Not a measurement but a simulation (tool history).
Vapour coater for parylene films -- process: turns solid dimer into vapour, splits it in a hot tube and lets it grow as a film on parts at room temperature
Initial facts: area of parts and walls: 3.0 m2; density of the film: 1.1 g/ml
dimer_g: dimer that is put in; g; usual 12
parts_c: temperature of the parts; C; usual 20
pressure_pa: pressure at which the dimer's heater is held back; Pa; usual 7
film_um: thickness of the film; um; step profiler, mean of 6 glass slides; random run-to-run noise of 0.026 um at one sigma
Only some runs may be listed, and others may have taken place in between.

run    day  dimer_g  parts_c  pressure_pa  film_um
  1      0       12       20            7     2.03
  2  0.925       12       20        11.31     1.79
  3  1.592       12       20        11.31     1.84
  4  2.683       12       20        11.31     1.81
  5  3.342       12       20        11.31     1.85
  6  4.221       12       20        11.31     1.79
  7    4.8       12       20        11.31     1.84
  8  5.775       12       20        11.31     1.82
  9    6.6       22       20            7      3.6
 10    7.2        9       17         8.94     1.52
 11  8.212       12       24            7     1.71

Expected results for the next run?
 12  9.117       12       24            7        ?

Run 12 produced film_um 1.7 um.
With no hidden state in the tool, this same run would have given film_um 1.81 um.
